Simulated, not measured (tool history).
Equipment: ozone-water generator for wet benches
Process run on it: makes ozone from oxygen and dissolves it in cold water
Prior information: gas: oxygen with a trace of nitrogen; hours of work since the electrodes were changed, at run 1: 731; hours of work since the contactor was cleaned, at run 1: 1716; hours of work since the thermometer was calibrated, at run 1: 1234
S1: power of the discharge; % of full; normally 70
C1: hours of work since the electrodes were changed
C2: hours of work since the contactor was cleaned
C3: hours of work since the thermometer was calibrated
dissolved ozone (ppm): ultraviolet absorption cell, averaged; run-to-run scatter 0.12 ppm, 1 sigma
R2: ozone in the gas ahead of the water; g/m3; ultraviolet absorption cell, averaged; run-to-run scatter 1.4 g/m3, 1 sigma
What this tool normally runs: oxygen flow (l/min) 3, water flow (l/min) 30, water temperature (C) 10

run 1 hour=0 | S1=70 oxygen_flow_(l/min)=3 water_flow_(l/min)=30 water_temperature_(C)=10 | C1=731 C2=1716 C3=1234 | dissolved_ozone_(ppm)=11 R2=249.8
run 2 hour=28.2 | S1=70 oxygen_flow_(l/min)=3 water_flow_(l/min)=30 water_temperature_(C)=10 | C1=756 C2=1741 C3=1259 | dissolved_ozone_(ppm)=11 R2=254.5
run 3 hour=58.1 | S1=70 oxygen_flow_(l/min)=3 water_flow_(l/min)=30 water_temperature_(C)=10 | C1=783 C2=1768 C3=1286 | dissolved_ozone_(ppm)=11.2 R2=250.8
run 4 hour=81.5 | S1=70 oxygen_flow_(l/min)=3 water_flow_(l/min)=30 water_temperature_(C)=10 | C1=804 C2=1789 C3=1307 | dissolved_ozone_(ppm)=11 R2=252
run 5 hour=105 | S1=70 oxygen_flow_(l/min)=3 water_flow_(l/min)=30 water_temperature_(C)=10 | C1=825 C2=1810 C3=1328 | dissolved_ozone_(ppm)=11 R2=250.5
run 6 hour=125.3 | S1=70 oxygen_flow_(l/min)=3 water_flow_(l/min)=30 water_temperature_(C)=10 | C1=843 C2=1828 C3=1346 | dissolved_ozone_(ppm)=11.2 R2=251.2
run 7 hour=143.4 | S1=70 oxygen_flow_(l/min)=3 water_flow_(l/min)=30 water_temperature_(C)=10 | C1=859 C2=1844 C3=1362 | dissolved_ozone_(ppm)=10.9 R2=248.3
run 8 hour=162.8 | S1=85 oxygen_flow_(l/min)=3 water_flow_(l/min)=30 water_temperature_(C)=10 | C1=877 C2=1862 C3=1380 | dissolved_ozone_(ppm)=12.5 R2=285.2
run 9 hour=190.5 | S1=85 oxygen_flow_(l/min)=3 water_flow_(l/min)=30 water_temperature_(C)=10 | C1=901 C2=1886 C3=1404 | dissolved_ozone_(ppm)=12.5 R2=283.3
run 10 hour=212.3 | S1=70 oxygen_flow_(l/min)=3 water_flow_(l/min)=30 water_temperature_(C)=10 | C1=921 C2=1906 C3=1424 | dissolved_ozone_(ppm)=11.1 R2=252.3
run 11 hour=235.3 | S1=70 oxygen_flow_(l/min)=3 water_flow_(l/min)=30 water_temperature_(C)=10 | C1=941 C2=1926 C3=1444 | dissolved_ozone_(ppm)=11.1 R2=249.9
run 12 hour=251.4 | S1=70 oxygen_flow_(l/min)=3 water_flow_(l/min)=30 water_temperature_(C)=10 | C1=956 C2=1941 C3=1459 | dissolved_ozone_(ppm)=10.9 R2=251
run 13 hour=265.8 | S1=70 oxygen_flow_(l/min)=3 water_flow_(l/min)=19 water_temperature_(C)=10 | C1=969 C2=1954 C3=1472 | dissolved_ozone_(ppm)=19.1 R2=250.2
run 14 hour=288.5 | S1=70 oxygen_flow_(l/min)=3 water_flow_(l/min)=19 water_temperature_(C)=10 | C1=989 C2=1974 C3=1492 | dissolved_ozone_(ppm)=19.1 R2=248.7
run 15 hour=311.8 | S1=70 oxygen_flow_(l/min)=3 water_flow_(l/min)=19 water_temperature_(C)=10 | C1=1010 C2=1995 C3=1513 | dissolved_ozone_(ppm)=19.2 R2=251.5
run 16 hour=340.9 | S1=70 oxygen_flow_(l/min)=3 water_flow_(l/min)=19 water_temperature_(C)=10 | C1=1036 C2=2021 C3=1539 | dissolved_ozone_(ppm)=19.1 R2=248.9
run 17 hour=360.9 | S1=70 oxygen_flow_(l/min)=4.96 water_flow_(l/min)=30 water_temperature_(C)=10 | C1=1054 C2=2039 C3=1557 | dissolved_ozone_(ppm)=12.9 R2=200.5
run 18 hour=387.4 | S1=64 oxygen_flow_(l/min)=3 water_flow_(l/min)=27 water_temperature_(C)=14 | C1=1077 C2=2062 C3=1580 | dissolved_ozone_(ppm)=11.5 R2=234.6
run 19 hour=403.4 | S1=49 oxygen_flow_(l/min)=5.38 water_flow_(l/min)=22 water_temperature_(C)=5 | C1=1091 C2=2077 C3=1595 | dissolved_ozone_(ppm)=15.5 R2=151
run 20 hour=426.8 | S1=46 oxygen_flow_(l/min)=5.38 water_flow_(l/min)=38 water_temperature_(C)=5 | C1=1112 C2=2098 C3=1615 | dissolved_ozone_(ppm)=7.7 R2=146.1
run 21 hour=444.9 | S1=46 oxygen_flow_(l/min)=5.38 water_flow_(l/min)=38 water_temperature_(C)=5 | C1=1129 C2=2114 C3=1632 | dissolved_ozone_(ppm)=7.7 R2=144.9
run 22 hour=474.4 | S1=46 oxygen_flow_(l/min)=5.38 water_flow_(l/min)=19 water_temperature_(C)=5 | C1=1155 C2=2140 C3=1658 | dissolved_ozone_(ppm)=17.6 R2=145.6
run 23 hour=499.8 | S1=46 oxygen_flow_(l/min)=5.38 water_flow_(l/min)=19 water_temperature_(C)=11 | C1=1178 C2=2163 C3=1681 | dissolved_ozone_(ppm)=16.4 R2=144.9
run 24 hour=521.7 | S1=70 oxygen_flow_(l/min)=3 water_flow_(l/min)=19 water_temperature_(C)=10 | C1=1197 C2=2182 C3=1700 | dissolved_ozone_(ppm)=18.8 R2=248.9
run 25 hour=541.9 | S1=70 oxygen_flow_(l/min)=3.1 water_flow_(l/min)=30 water_temperature_(C)=10 | C1=1215 C2=2200 C3=1718 | dissolved_ozone_(ppm)=10.9 R2=244.5
run 26 hour=558.5 | S1=70 oxygen_flow_(l/min)=3.09 water_flow_(l/min)=29 water_temperature_(C)=10 | C1=1230 C2=2215 C3=1733 | dissolved_ozone_(ppm)=11.3 R2=242.9
run 27 hour=582.3 | S1=70 oxygen_flow_(l/min)=3 water_flow_(l/min)=44 water_temperature_(C)=6 | C1=1251 C2=2236 C3=1754 | dissolved_ozone_(ppm)=6.6 R2=248.1
run 28 hour=599 | S1=44 oxygen_flow_(l/min)=3 water_flow_(l/min)=30 water_temperature_(C)=13 | C1=1266 C2=2251 C3=1769 | dissolved_ozone_(ppm)=7.8 R2=184.4
run 29 hour=613.3 | S1=44 oxygen_flow_(l/min)=3 water_flow_(l/min)=30 water_temperature_(C)=13 | C1=1279 C2=2264 C3=1782 | dissolved_ozone_(ppm)=7.9 R2=181.8
run 30 hour=625.5 | S1=44 oxygen_flow_(l/min)=3 water_flow_(l/min)=30 water_temperature_(C)=13 | C1=1290 C2=2275 C3=1793 | dissolved_ozone_(ppm)=7.8 R2=181.4
run 31 hour=655.6 | S1=50 oxygen_flow_(l/min)=3.49 water_flow_(l/min)=30 water_temperature_(C)=10 | C1=1317 C2=2302 C3=1820 | dissolved_ozone_(ppm)=9 R2=185.6
run 32 hour=668 | S1=80 oxygen_flow_(l/min)=1.65 water_flow_(l/min)=30 water_temperature_(C)=14 | C1=1328 C2=2313 C3=1831 | dissolved_ozone_(ppm)=9.1 R2=352.7
run 33 hour=689 | S1=70 oxygen_flow_(l/min)=4.59 water_flow_(l/min)=27 water_temperature_(C)=9 | C1=1347 C2=2332 C3=1850 | dissolved_ozone_(ppm)=14.1 R2=205.5

Some steps in dissolved ozone (ppm) between neighbouring runs. How much of each would the tool show without its hidden state too (settings, what came in, random variation), and how much is left for the hidden state, with any gauge scatter that isn't in both results?
Unlogged tool condition in this case: yield of the discharge, % of new electrodes'; contactor's efficiency, % of a clean one's; true water temperature over the reading, C; drift of the gauge itself on ozone_ppm, %; drift of the gauge itself on gas_g_m3, %.
Run 12 -> 13: water flow (l/min) 30 -> 19. dissolved ozone (ppm) +8.2: hidden state -0.4, all else +8.6.
Run 19 -> 20: S1 49 -> 46, water flow (l/min) 22 -> 38. dissolved ozone (ppm) -7.8: hidden state +0.5, all else -8.3.
Run 21 -> 22: water flow (l/min) 38 -> 19. dissolved ozone (ppm) +9.9: hidden state -0.5, all else +10.4.
Run 24 -> 25: oxygen flow (l/min) 3 -> 3.1, water flow (l/min) 19 -> 30. dissolved ozone (ppm) -7.9: hidden state +0.5, all else -8.4.
